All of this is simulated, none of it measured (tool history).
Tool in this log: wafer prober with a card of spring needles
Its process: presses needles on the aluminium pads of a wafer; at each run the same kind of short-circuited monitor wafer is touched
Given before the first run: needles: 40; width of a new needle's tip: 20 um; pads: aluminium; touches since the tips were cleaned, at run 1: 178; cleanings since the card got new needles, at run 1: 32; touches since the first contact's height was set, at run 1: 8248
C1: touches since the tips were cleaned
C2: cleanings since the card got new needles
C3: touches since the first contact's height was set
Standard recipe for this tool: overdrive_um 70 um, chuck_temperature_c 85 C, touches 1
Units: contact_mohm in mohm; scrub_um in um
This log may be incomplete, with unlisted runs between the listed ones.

run 1 hour=0.0 | overdrive_um=70 chuck_temperature_c=85 touches=1 | C1=178 C2=32 C3=8248 | contact_mohm=280 scrub_um=12.48
-- hour=8.5 tips cleaned on abrasive film
run 2 hour=11.6 | overdrive_um=70 chuck_temperature_c=85 touches=1 | C1=1292 C2=33 C3=13035 | contact_mohm=314 scrub_um=12.60
-- hour=17.5 tips cleaned on abrasive film
run 3 hour=23.1 | overdrive_um=70 chuck_temperature_c=85 touches=1 | C1=2342 C2=34 C3=17803 | contact_mohm=296 scrub_um=12.52
-- hour=26.4 tips cleaned on abrasive film
run 4 hour=34.3 | overdrive_um=70 chuck_temperature_c=85 touches=1 | C1=3267 C2=35 C3=22416 | contact_mohm=299 scrub_um=12.42
-- hour=35.9 tips cleaned on abrasive film
run 5 hour=40.6 | overdrive_um=70 chuck_temperature_c=85 touches=1 | C1=1954 C2=36 C3=25015 | contact_mohm=297 scrub_um=12.30
-- hour=44.9 tips cleaned on abrasive film
-- hour=48.2 tips cleaned on abrasive film, once more
run 6 hour=52.8 | overdrive_um=70 chuck_temperature_c=85 touches=1 | C1=1933 C2=38 C3=30033 | contact_mohm=293 scrub_um=12.32
-- hour=57.6 tips cleaned on abrasive film
run 7 hour=64.2 | overdrive_um=70 chuck_temperature_c=85 touches=1 | C1=2756 C2=39 C3=34747 | contact_mohm=299 scrub_um=12.31
-- hour=67.1 tips cleaned on abrasive film
run 8 hour=69.4 | overdrive_um=70 chuck_temperature_c=85 touches=1 | C1=978 C2=40 C3=36879 | contact_mohm=289 scrub_um=12.38
-- hour=76.4 tips cleaned on abrasive film
run 9 hour=77.5 | overdrive_um=70 chuck_temperature_c=85 touches=3 | C1=457 C2=41 C3=40203 | contact_mohm=280 scrub_um=12.36
run 10 hour=82.9 | overdrive_um=70 chuck_temperature_c=85 touches=3 | C1=2708 C2=41 C3=42454 | contact_mohm=282 scrub_um=12.40
-- hour=85.2 tips cleaned on abrasive film
run 11 hour=91.5 | overdrive_um=69 chuck_temperature_c=85 touches=1 | C1=2658 C2=42 C3=46021 | contact_mohm=298 scrub_um=12.10
-- hour=94.3 tips cleaned on abrasive film
-- hour=103.5 tips cleaned on abrasive film
run 12 hour=104.2 | overdrive_um=69 chuck_temperature_c=85 touches=1 | C1=266 C2=44 C3=51212 | contact_mohm=283 scrub_um=12.11
-- hour=112.5 tips cleaned on abrasive film
run 13 hour=114.3 | overdrive_um=81 chuck_temperature_c=85 touches=1 | C1=746 C2=45 C3=55381 | contact_mohm=280 scrub_um=14.28
-- hour=121.5 tips cleaned on abrasive film
run 14 hour=122.2 | overdrive_um=80 chuck_temperature_c=85 touches=1 | C1=296 C2=46 C3=58647 | contact_mohm=277 scrub_um=14.03
-- hour=130.6 tips cleaned on abrasive film
run 15 hour=132.3 | overdrive_um=70 chuck_temperature_c=122 touches=1 | C1=679 C2=47 C3=62806 | contact_mohm=293 scrub_um=12.22
-- hour=139.7 tips cleaned on abrasive film
run 16 hour=141.3 | overdrive_um=70 chuck_temperature_c=122 touches=1 | C1=677 C2=48 C3=66553 | contact_mohm=290 scrub_um=12.29
-- hour=149.4 tips cleaned on abrasive film
run 17 hour=153.1 | overdrive_um=70 chuck_temperature_c=122 touches=1 | C1=1564 C2=49 C3=71422 | contact_mohm=299 scrub_um=12.24
-- hour=158.9 tips cleaned on abrasive film
run 18 hour=159.2 | overdrive_um=70 chuck_temperature_c=122 touches=1 | C1=107 C2=50 C3=73905 | contact_mohm=289 scrub_um=12.20
-- hour=168.2 tips cleaned on abrasive film
run 19 hour=171.4 | overdrive_um=84 chuck_temperature_c=33 touches=2 | C1=1308 C2=51 C3=78957 | contact_mohm=261 scrub_um=14.59
-- hour=177.1 tips cleaned on abrasive film
run 20 hour=177.7 | overdrive_um=79 chuck_temperature_c=85 touches=1 | C1=234 C2=52 C3=81543 | contact_mohm=277 scrub_um=13.84
run 21 hour=183.4 | overdrive_um=79 chuck_temperature_c=85 touches=1 | C1=2642 C2=52 C3=83951 | contact_mohm=290 scrub_um=13.75
-- hour=186.4 tips cleaned on abrasive film
run 22 hour=193.0 | overdrive_um=79 chuck_temperature_c=85 touches=1 | C1=2743 C2=53 C3=87909 | contact_mohm=294 scrub_um=13.78
-- hour=195.4 tips cleaned on abrasive film
run 23 hour=202.9 | overdrive_um=69 chuck_temperature_c=66 touches=2 | C1=3146 C2=54 C3=91988 | contact_mohm=286 scrub_um=11.86
-- hour=204.4 tips cleaned on abrasive film
run 24 hour=212.7 | overdrive_um=62 chuck_temperature_c=112 touches=2 | C1=3461 C2=55 C3=96023 | contact_mohm=304 scrub_um=10.61
-- hour=213.9 tips cleaned on abrasive film
run 25 hour=220.4 | overdrive_um=62 chuck_temperature_c=112 touches=1 | C1=2689 C2=56 C3=99193 | contact_mohm=316 scrub_um=10.62
-- hour=223.2 tips cleaned on abrasive film
run 26 hour=230.9 | overdrive_um=62 chuck_temperature_c=112 touches=1 | C1=3193 C2=57 C3=103540 | contact_mohm=320 scrub_um=10.59
-- hour=232.7 tips cleaned on abrasive film
run 27 hour=238.5 | overdrive_um=62 chuck_temperature_c=112 touches=1 | C1=2424 C2=58 C3=106665 | contact_mohm=315 scrub_um=10.59
-- hour=241.7 tips cleaned on abrasive film
run 28 hour=244.5 | overdrive_um=75 chuck_temperature_c=25 touches=2 | C1=1175 C2=59 C3=109134 | contact_mohm=267 scrub_um=12.93
run 29 hour=249.6 | overdrive_um=58 chuck_temperature_c=25 touches=2 | C1=3305 C2=59 C3=111264 | contact_mohm=291 scrub_um=9.89
-- hour=250.4 tips cleaned on abrasive film
-- hour=259.5 tips cleaned on abrasive film
run 30 hour=261.8 | overdrive_um=58 chuck_temperature_c=64 touches=1 | C1=959 C2=61 C3=116258 | contact_mohm=291 scrub_um=9.85
-- hour=268.8 tips cleaned on abrasive film
run 31 hour=268.8 | overdrive_um=70 chuck_temperature_c=40 touches=2 | C1=0 C2=62 C3=119148 | contact_mohm=263 scrub_um=11.80
-- hour=278.0 tips cleaned on abrasive film
run 32 hour=281.1 | overdrive_um=70 chuck_temperature_c=40 touches=2 | C1=1279 C2=63 C3=124238 | contact_mohm=273 scrub_um=11.90

Branching from run 32: 3 alternative next runs. What would each branch give?
-- hour=287.3 tips cleaned on abrasive film
run A hour=288.3 | overdrive_um=70 chuck_temperature_c=40 touches=3 | C1=435 C2=64 C3=127217 | contact_mohm=? scrub_um=?
-- hour=287.3 tips cleaned on abrasive film
run B hour=288.3 | overdrive_um=53 chuck_temperature_c=40 touches=2 | C1=435 C2=64 C3=127217 | contact_mohm=? scrub_um=?
-- hour=287.3 tips cleaned on abrasive film
run C hour=288.3 | overdrive_um=89 chuck_temperature_c=40 touches=1 | C1=435 C2=64 C3=127217 | contact_mohm=? scrub_um=?

run=A contact_mohm=263 scrub_um=11.89
run=B contact_mohm=276 scrub_um=8.89
run=C contact_mohm=263 scrub_um=15.27
What these runs would have given with no unlogged condition in the tool:
run=A contact_mohm=258 scrub_um=12.52
run=B contact_mohm=264 scrub_um=9.53
run=C contact_mohm=257 scrub_um=15.90

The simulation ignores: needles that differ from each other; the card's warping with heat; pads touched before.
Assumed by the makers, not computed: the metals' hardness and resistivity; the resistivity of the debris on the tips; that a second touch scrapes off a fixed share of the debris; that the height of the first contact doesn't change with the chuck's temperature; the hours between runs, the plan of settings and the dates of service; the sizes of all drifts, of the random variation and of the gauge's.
